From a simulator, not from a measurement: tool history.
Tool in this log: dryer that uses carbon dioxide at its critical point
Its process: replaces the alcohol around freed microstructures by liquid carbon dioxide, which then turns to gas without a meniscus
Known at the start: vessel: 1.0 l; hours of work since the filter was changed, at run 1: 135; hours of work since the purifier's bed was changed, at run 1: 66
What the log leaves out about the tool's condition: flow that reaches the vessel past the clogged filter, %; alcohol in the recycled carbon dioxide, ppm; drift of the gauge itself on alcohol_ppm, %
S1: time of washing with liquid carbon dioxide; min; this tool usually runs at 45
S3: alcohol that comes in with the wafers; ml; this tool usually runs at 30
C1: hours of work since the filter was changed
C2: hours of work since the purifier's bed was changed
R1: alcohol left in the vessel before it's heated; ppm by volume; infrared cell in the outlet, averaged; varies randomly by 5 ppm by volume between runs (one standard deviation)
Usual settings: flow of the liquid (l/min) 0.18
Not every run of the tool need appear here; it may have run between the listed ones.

run 1 hour=0 | S1=45 flow_of_the_liquid_(l/min)=0.18 S3=30 | C1=135 C2=66 | R1=30
run 2 hour=20.5 | S1=45 flow_of_the_liquid_(l/min)=0.18 S3=31 | C1=146 C2=78 | R1=29
run 3 hour=41.2 | S1=45 flow_of_the_liquid_(l/min)=0.18 S3=31 | C1=158 C2=90 | R1=35
run 4 hour=72.9 | S1=45 flow_of_the_liquid_(l/min)=0.18 S3=30 | C1=177 C2=108 | R1=31
run 5 hour=107.1 | S1=45 flow_of_the_liquid_(l/min)=0.18 S3=30 | C1=196 C2=128 | R1=36
run 6 hour=140.3 | S1=45 flow_of_the_liquid_(l/min)=0.18 S3=25 | C1=215 C2=147 | R1=33
run 7 hour=160.5 | S1=45 flow_of_the_liquid_(l/min)=0.18 S3=45 | C1=227 C2=158 | R1=57
run 8 hour=194.7 | S1=45 flow_of_the_liquid_(l/min)=0.241 S3=45 | C1=246 C2=178 | R1=9
run 9 hour=238.2 | S1=45 flow_of_the_liquid_(l/min)=0.241 S3=45 | C1=271 C2=203 | R1=17
-- hour=242.9 inlet filter changed
run 10 hour=271 | S1=45 flow_of_the_liquid_(l/min)=0.241 S3=45 | C1=16 C2=221 | R1=5
run 11 hour=303.6 | S1=45 flow_of_the_liquid_(l/min)=0.18 S3=22 | C1=35 C2=240 | R1=17
run 12 hour=347.2 | S1=45 flow_of_the_liquid_(l/min)=0.18 S3=22 | C1=60 C2=265 | R1=28
run 13 hour=368.1 | S1=45 flow_of_the_liquid_(l/min)=0.18 S3=22 | C1=72 C2=277 | R1=30
run 14 hour=391.1 | S1=45 flow_of_the_liquid_(l/min)=0.18 S3=22 | C1=85 C2=290 | R1=31
run 15 hour=418.4 | S1=37 flow_of_the_liquid_(l/min)=0.18 S3=27 | C1=101 C2=306 | R1=83
run 16 hour=449.3 | S1=45 flow_of_the_liquid_(l/min)=0.269 S3=50 | C1=118 C2=323 | R1=14
run 17 hour=473.9 | S1=36 flow_of_the_liquid_(l/min)=0.269 S3=113 | C1=133 C2=338 | R1=33
run 18 hour=492 | S1=36 flow_of_the_liquid_(l/min)=0.269 S3=113 | C1=143 C2=348 | R1=35
run 19 hour=533.2 | S1=33 flow_of_the_liquid_(l/min)=0.123 S3=86 | C1=167 C2=372 | R1=2512
run 20 hour=562.9 | S1=33 flow_of_the_liquid_(l/min)=0.123 S3=86 | C1=184 C2=389 | R1=2627
run 21 hour=583 | S1=33 flow_of_the_liquid_(l/min)=0.123 S3=86 | C1=195 C2=400 | R1=2645
run 22 hour=609.5 | S1=45 flow_of_the_liquid_(l/min)=0.2 S3=30 | C1=210 C2=415 | R1=30

Forecast each of these 4 alternatives for the next run:
run A hour=633.7 | S1=45 flow_of_the_liquid_(l/min)=0.228 S3=106 | C1=224 C2=429 | R1=?
run B hour=633.7 | S1=38 flow_of_the_liquid_(l/min)=0.179 S3=116 | C1=224 C2=429 | R1=?
run C hour=633.7 | S1=61 flow_of_the_liquid_(l/min)=0.24 S3=55 | C1=224 C2=429 | R1=?
run D hour=633.7 | S1=46 flow_of_the_liquid_(l/min)=0.18 S3=30 | C1=224 C2=429 | R1=?

run=A R1=33
run=B R1=416
run=C R1=11
run=D R1=45
What these runs would have given with no unlogged condition in the tool:
run=A R1=7
run=B R1=160
run=C R1=1
run=D R1=14

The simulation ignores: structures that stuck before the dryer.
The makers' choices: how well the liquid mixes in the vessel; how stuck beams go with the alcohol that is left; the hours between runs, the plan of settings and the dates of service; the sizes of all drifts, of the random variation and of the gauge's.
